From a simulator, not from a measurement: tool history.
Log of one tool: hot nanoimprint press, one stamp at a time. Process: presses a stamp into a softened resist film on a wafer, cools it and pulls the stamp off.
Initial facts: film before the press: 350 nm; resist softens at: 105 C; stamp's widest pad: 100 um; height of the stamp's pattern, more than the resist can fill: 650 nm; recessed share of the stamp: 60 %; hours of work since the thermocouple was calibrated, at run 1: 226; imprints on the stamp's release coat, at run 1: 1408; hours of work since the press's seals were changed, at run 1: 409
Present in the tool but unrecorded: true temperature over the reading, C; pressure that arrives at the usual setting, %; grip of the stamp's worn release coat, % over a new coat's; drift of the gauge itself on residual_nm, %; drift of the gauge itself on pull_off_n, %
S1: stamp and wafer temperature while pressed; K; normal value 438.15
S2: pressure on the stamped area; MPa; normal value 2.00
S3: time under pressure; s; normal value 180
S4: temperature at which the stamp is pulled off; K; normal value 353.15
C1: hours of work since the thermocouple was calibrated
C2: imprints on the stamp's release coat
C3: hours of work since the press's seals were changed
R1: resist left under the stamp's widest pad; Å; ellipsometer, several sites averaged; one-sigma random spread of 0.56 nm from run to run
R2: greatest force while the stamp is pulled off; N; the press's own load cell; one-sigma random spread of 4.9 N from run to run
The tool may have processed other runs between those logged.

run	hour	S1	S2	S3	S4	C1	C2	C3	R1	R2
1	0.0	438.15	2.00	180	353.15	226	1408	409	1877	250
2	33.0	438.15	2.00	265	353.15	244	1549	428	1662	235
3	58.8	438.15	2.00	265	353.15	259	1659	442	1666	246
4	104.1	438.15	2.00	265	353.15	284	1853	467	1665	245
# hour 120.4: stamp cleaned and given a new release coat
# hour 129.6: plate thermocouple calibrated
5	156.4	438.15	2.00	265	353.15	15	141	492	1672	246
6	202.0	438.15	2.00	180	353.15	40	336	517	1885	239
7	221.1	438.15	3.12	180	353.15	51	418	528	1473	238
8	266.7	438.15	3.12	180	353.15	77	613	553	1478	235
9	298.2	438.15	3.12	180	349.15	94	748	571	1472	251
10	332.0	438.15	3.12	180	349.15	113	893	590	1478	248
11	369.8	438.15	3.12	180	349.15	134	1054	611	1481	248
12	397.6	438.15	2.00	205	353.15	150	1173	627	1825	247
13	428.7	438.15	2.00	205	353.15	167	1306	644	1830	240
14	457.7	438.15	2.00	205	353.15	184	1430	660	1832	248
15	496.6	438.15	2.00	180	353.15	205	1597	682	1901	246
16	534.1	438.15	2.00	191	354.15	226	1758	703	1871	243
# hour 573.5: stamp cleaned and given a new release coat
17	583.1	436.15	2.00	132	354.15	250	41	727	2227	245
18	622.0	436.15	1.31	296	354.15	272	208	749	2191	227
# hour 662.5: plate thermocouple calibrated
19	668.6	438.15	2.00	180	353.15	3	394	773	1912	247
20	693.3	427.15	2.00	192	353.15	17	500	787	2694	240
21	733.8	442.15	2.74	139	344.15	40	674	810	1514	252
22	777.1	435.15	1.27	184	359.15	64	859	834	2580	220
23	801.6	438.15	2.51	180	339.15	78	964	848	1697	265
24	830.7	440.15	2.00	212	353.15	94	1089	864	1709	237
# hour 840.5: gauge calibrated
25	852.8	438.15	2.00	153	353.15	106	1183	876	1973	238
26	881.1	438.15	2.00	153	353.15	122	1304	892	1982	241
27	912.2	438.15	2.00	153	353.15	140	1437	909	1977	240
28	953.3	438.15	2.19	180	353.15	163	1613	932	1792	229
29	975.6	438.15	2.19	180	353.15	175	1709	945	1798	238
30	998.1	438.15	2.19	180	343.15	188	1805	957	1787	271

What if the next run were any one of these 3? Each begins from the tool's condition after run 30:
# hour 1025.9: stamp cleaned and given a new release coat
A	1039.6	438.15	2.45	123	343.15	208	59	977	?	?
# hour 1025.9: stamp cleaned and given a new release coat
B	1039.6	438.15	2.00	290	339.15	208	59	977	?	?
# hour 1025.9: stamp cleaned and given a new release coat
C	1039.6	438.15	2.19	140	341.15	208	59	977	?	?

run	R1	R2
A	1901	259
B	1630	274
C	1940	268
Without the tool's hidden state the same runs would have given:
run	R1	R2
A	1889	259
B	1620	274
C	1928	268
